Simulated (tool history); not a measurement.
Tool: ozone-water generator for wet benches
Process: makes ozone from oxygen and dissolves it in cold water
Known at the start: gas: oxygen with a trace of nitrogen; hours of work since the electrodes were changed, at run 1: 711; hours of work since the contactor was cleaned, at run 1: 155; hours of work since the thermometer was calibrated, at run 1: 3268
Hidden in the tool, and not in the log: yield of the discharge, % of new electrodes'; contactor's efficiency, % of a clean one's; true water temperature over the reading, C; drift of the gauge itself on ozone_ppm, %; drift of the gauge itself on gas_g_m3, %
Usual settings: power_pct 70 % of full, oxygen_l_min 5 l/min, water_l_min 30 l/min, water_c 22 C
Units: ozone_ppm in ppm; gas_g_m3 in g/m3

run   hour  power_pct  oxygen_l_min  water_l_min  water_c  hours of work since the electrodes were changed  hours of work since the contactor was cleaned  hours of work since the thermometer was calibrated  ozone_ppm  gas_g_m3
  1      0         70             5           30       22                                              711                                            155                                                3268         19     230.8
  2   49.8         70             5           30       22                                              751                                            195                                                3309       18.9     230.7
  3   81.5         70             5           30       22                                              777                                            221                                                3334       18.9     228.3
  4  114.2         70             5           30       21                                              804                                            248                                                3361       18.9     228.4
  5  167.6         70          2.97           30       21                                              847                                            291                                                3405       19.1     331.8
  6  190.1         70          2.97           30       21                                              866                                            310                                                3423       19.4     329.1
  7  228.8         70          2.97           30       21                                              897                                            341                                                3454       19.3     330.1
  8  279.6         62             5           29       19                                              939                                            383                                                3496       18.1     204.3
  9  303.8         62          3.47           29       17                                              958                                            402                                                3516       18.4     262.2
 10  333.6         80          2.53           29       17                                              983                                            427                                                3540       23.1       415
 11  380.3         75          2.53           29       17                                             1021                                            465                                                3578       21.4     388.6
 12  410.1         66             4           18       21                                             1045                                            489                                                3602       26.7     252.9
 13    453         66          3.81           18       21                                             1080                                            524                                                3637       26.8     257.8

4 ways to go on from here, each from the tool as it stands after run 13. What would each give?
       484  -- water thermometer calibrated
  A  503.3         66          5.52           25       28                                             1121                                            565                                                  16          ?         ?
       484  -- water thermometer calibrated
  B  503.3         59             5           27       22                                             1121                                            565                                                  16          ?         ?
       484  -- water thermometer calibrated
  C  503.3         70             5           48       15                                             1121                                            565                                                  16          ?         ?
       484  -- water thermometer calibrated
  D  503.3         66          3.81           48       21                                             1121                                            565                                                  16          ?         ?

run  ozone_ppm  gas_g_m3
  A       18.8     201.3
  B       17.8     194.5
  C       13.7     226.5
  D       12.1     261.4
Without the tool's hidden state the same runs would have given:
run  ozone_ppm  gas_g_m3
  A       18.8     203.8
  B       17.8       197
  C       13.8     229.4
  D       12.1     264.7

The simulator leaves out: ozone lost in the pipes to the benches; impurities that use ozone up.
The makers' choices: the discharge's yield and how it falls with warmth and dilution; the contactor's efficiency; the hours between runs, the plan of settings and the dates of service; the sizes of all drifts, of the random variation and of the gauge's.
